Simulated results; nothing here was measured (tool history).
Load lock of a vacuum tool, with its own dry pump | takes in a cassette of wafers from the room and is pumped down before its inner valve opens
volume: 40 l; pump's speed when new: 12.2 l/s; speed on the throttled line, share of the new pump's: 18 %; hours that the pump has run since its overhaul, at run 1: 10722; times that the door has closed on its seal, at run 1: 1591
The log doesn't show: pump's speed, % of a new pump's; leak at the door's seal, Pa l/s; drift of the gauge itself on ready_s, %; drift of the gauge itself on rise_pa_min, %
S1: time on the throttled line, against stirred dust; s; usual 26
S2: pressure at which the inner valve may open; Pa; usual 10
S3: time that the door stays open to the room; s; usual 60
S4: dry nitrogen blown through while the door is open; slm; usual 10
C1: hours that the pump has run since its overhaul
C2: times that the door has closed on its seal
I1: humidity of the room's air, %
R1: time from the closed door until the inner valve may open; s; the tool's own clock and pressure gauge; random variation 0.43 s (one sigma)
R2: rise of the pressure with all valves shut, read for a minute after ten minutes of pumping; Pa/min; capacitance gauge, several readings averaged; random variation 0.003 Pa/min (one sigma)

run      day  S1  S2   S3  S4     C1     C2    I1    R1     R2
  1        0  26  10   60  10  10722   1591  43.2  54.5  0.031
  2    4.142  26  10   60  10  10822   1770    43  54.8  0.035
  3   12.875  26  10   60  18  11031   2147  43.4  54.6  0.038
  4   16.925  34  10   60  10  11129   2323  45.7  61.4  0.046
  5   25.554  26  10   60   5  11336   2696  44.8  55.5  0.056
  6   30.396  26  10   60  10  11452   2906  48.9  55.6  0.042
  7     36.2  26  10   60  24  11591   3157  48.8  55.1  0.038
  8   42.192  26  10   60  24  11735   3416  48.8  55.7  0.035
  9   51.483  26  10   60  24  11958   3818  39.2  54.9   0.04
 10   55.729  26  10   60  24  12060   4001  51.4  55.5   0.04
 11   62.504  26  10   60  24  12223   4295  47.9  55.4  0.039
 12     69.8  26  10   60  24  12398   4610  46.6    55  0.046
 13   77.329  26  10   60  24  12578   4936  46.5  55.1  0.049
 14    82.05  26  10   60  24  12692   5140  44.6  55.2   0.05
 15   86.038  26  10   60  24  12787   5313  46.3  55.5   0.05
 16   92.883  26  10   60  24  12952   5609  46.7  55.2  0.047
 17   98.029  26  10   60  24  13075   5831  47.3  55.6  0.059
 18  105.083  26  10   60  24  13245   6137  44.7  55.4  0.059
 19  112.467  26  10   60  10  13422   6456  46.2  55.7  0.064
 20  119.542  26  10   60  11  13591   6762  47.5  56.2   0.07
 21    127.5  26  11   47  10  13782   7106  45.2  55.6  0.071
 22  133.988  26  15   40  10  13938   7387  40.8  54.6  0.063
 23  140.554  26  12  142  43  14096   7671  44.5  54.6  0.069
 24  147.371  26  16   60  25  14259   7966  45.7  54.1  0.069
 25  155.958  27  16   60   8  14465   8337    45    55  0.088
 26  163.654  27  16   60   8  14650   8670  45.5  54.5  0.088
 27  169.092  27  16  102   8  14781   8906    43  54.9    0.1
 28  174.946  26  17   60  12  14921   9159  43.6  53.7  0.089
 29  181.571  26  10  103  11  15080   9446  46.3  56.6  0.107
 30  187.325  26  10   71   6  15218   9694  43.9  56.1  0.107
 31  195.642  26   9  168   6  15418  10054  43.5  56.3  0.151
 32      201  26   9  168   6  15547  10286  43.3  57.6  0.148
 33  205.683  22   9  168  35  15659  10489  43.3  52.8  0.097
 34  214.008  22   9  168  35  15859  10849  49.7  53.7  0.112
 35  223.388  22   9  168  35  16084  11254  46.6    54  0.115
 36  229.921  22   9  168  35  16241  11537  48.2  54.4  0.112
 37  235.112  43  11   26  14  16365  11762  45.9  69.4    0.1

Hidden state or all else? Some run-to-run changes of R1, split into what the settings, what came in and random variation would give without the hidden state, and what is left for the hidden state (with any gauge scatter that isn't in both results):
Run 3 -> 4: S1 26 -> 34, S4 18 -> 10. R1 +6.8 s: hidden state +0, all else +6.8.
Run 4 -> 5: S1 34 -> 26, S4 10 -> 5. R1 -5.9 s: hidden state +0.1, all else -6.
Run 10 -> 11: no setting changed, nothing entered. R1 -0.1 s: hidden state +0.2, all else -0.3.
Run 28 -> 29: S2 17 -> 10, S3 60 -> 103, S4 12 -> 11. R1 +2.9 s: hidden state +0.3, all else +2.6.
Run 36 -> 37: S1 22 -> 43, S2 9 -> 11, S3 168 -> 26, S4 35 -> 14. R1 +15 s: hidden state -0.8, all else +15.8.

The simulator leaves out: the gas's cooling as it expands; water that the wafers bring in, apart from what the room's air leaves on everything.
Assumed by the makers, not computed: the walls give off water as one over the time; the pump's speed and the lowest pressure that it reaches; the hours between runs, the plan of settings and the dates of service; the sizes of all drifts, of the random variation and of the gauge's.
